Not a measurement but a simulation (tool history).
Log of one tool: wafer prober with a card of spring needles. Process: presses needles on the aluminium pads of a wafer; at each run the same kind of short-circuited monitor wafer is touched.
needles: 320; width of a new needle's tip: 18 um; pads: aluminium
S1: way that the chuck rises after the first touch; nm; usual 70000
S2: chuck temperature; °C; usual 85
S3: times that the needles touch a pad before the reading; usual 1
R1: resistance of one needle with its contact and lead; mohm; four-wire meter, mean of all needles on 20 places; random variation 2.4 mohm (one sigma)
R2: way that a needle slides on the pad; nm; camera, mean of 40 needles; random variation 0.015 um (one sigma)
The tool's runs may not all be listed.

Run 1, hour 0: usual settings. Result: R1 416 mohm, R2 9000 nm.
At hour 5.4: tips cleaned on abrasive film.
At hour 20.1: tips cleaned on abrasive film.
Run 2, hour 22.7: usual settings but S1 54000 nm. Result: R1 400 mohm, R2 6910 nm.
At hour 34.6: tips cleaned on abrasive film.
Run 3, hour 43.9: usual settings but S1 54000 nm. Result: R1 498 mohm, R2 6900 nm.
At hour 50.3: tips cleaned on abrasive film.
At hour 63: height of the first contact set anew.
At hour 64.7: tips cleaned on abrasive film.
Run 4, hour 64.7: usual settings but S1 54000 nm. Result: R1 311 mohm, R2 7010 nm.
At hour 79: tips cleaned on abrasive film.
Run 5, hour 81.5: usual settings. Result: R1 354 mohm, R2 9080 nm.
At hour 94.1: tips cleaned on abrasive film.
Run 6, hour 96.7: usual settings. Result: R1 349 mohm, R2 9060 nm.
At hour 108.2: tips cleaned on abrasive film.
At hour 121.9: tips cleaned on abrasive film.
Run 7, hour 123.2: usual settings. Result: R1 343 mohm, R2 9050 nm.
At hour 135.9: tips cleaned on abrasive film.
Run 8, hour 145.3: usual settings but S1 64000 nm. Result: R1 433 mohm, R2 8270 nm.
At hour 151.7: tips cleaned on abrasive film.
At hour 165: tips cleaned on abrasive film.
Run 9, hour 177.9: usual settings but S1 64000 nm. Result: R1 447 mohm, R2 8240 nm.
At hour 180.6: tips cleaned on abrasive film.
At hour 196.1: tips cleaned on abrasive film.
Run 10, hour 202: usual settings but S1 64000 nm. Result: R1 431 mohm, R2 8200 nm.
At hour 210.3: tips cleaned on abrasive film.
Run 11, hour 222.4: usual settings but S1 85000 nm. Result: R1 381 mohm, R2 10970 nm.
At hour 224: tips cleaned on abrasive film.
At hour 238.5: tips cleaned on abrasive film.
Run 12, hour 238.5: usual settings but S1 83000 nm, S3 3. Result: R1 277 mohm, R2 10640 nm.
At hour 252.2: tips cleaned on abrasive film.
Run 13, hour 252.4: usual settings but S1 83000 nm, S2 87 °C, S3 3. Result: R1 284 mohm, R2 10650 nm.
At hour 255.1: height of the first contact set anew.
At hour 266.3: tips cleaned on abrasive film.
Run 14, hour 271.3: usual settings but S1 73000 nm, S2 37 °C. Result: R1 373 mohm, R2 9480 nm.
At hour 280.7: tips cleaned on abrasive film.
At hour 296.7: tips cleaned on abrasive film.
Run 15, hour 302.6: usual settings but S1 73000 nm, S2 37 °C. Result: R1 378 mohm, R2 9470 nm.
At hour 310.4: tips cleaned on abrasive film.
At hour 324.7: tips cleaned on abrasive film.
Run 16, hour 335: usual settings but S1 75000 nm. Result: R1 407 mohm, R2 9710 nm.
At hour 339.1: tips cleaned on abrasive film.
At hour 352.7: tips cleaned on abrasive film.
Run 17, hour 355.3: usual settings but S1 59000 nm, S2 33 °C. Result: R1 409 mohm, R2 7580 nm.
At hour 368.3: tips cleaned on abrasive film.
At hour 381.9: tips cleaned on abrasive film.
Run 18, hour 383: usual settings but S1 59000 nm, S2 33 °C. Result: R1 344 mohm, R2 7570 nm.
At hour 397.9: tips cleaned on abrasive film.
Run 19, hour 404.4: usual settings but S1 59000 nm, S2 41 °C. Result: R1 472 mohm, R2 7530 nm.
At hour 411.3: tips cleaned on abrasive film.
Run 20, hour 421.4: usual settings but S1 81000 nm, S3 2. Result: R1 345 mohm, R2 10390 nm.
At hour 425.8: tips cleaned on abrasive film.
Run 21, hour 436.1: usual settings but S1 81000 nm, S2 39 °C. Result: R1 383 mohm, R2 10350 nm.

Hidden state or all else? Some run-to-run changes of R1, split into what the settings, what came in and random variation would give without the hidden state, and what is left for the hidden state (with any gauge scatter that isn't in both results):
The hidden state here: debris on the tips, nm; way that the needles fall short of the set height, um; tips' diameter, um; drift of the gauge itself on contact_mohm, %; drift of the gauge itself on scrub_um, %.
Run 3 -> 4: tips cleaned on abrasive film, height of the first contact set anew, tips cleaned on abrasive film. R1 -187 mohm: hidden state -185, all else -2.
Run 18 -> 19: S2 33 -> 41, tips cleaned on abrasive film. R1 +128 mohm: hidden state +129, all else -1.
Run 19 -> 20: S1 59000 -> 81000, S2 41 -> 85, S3 1 -> 2, tips cleaned on abrasive film. R1 -127 mohm: hidden state -135, all else +8.
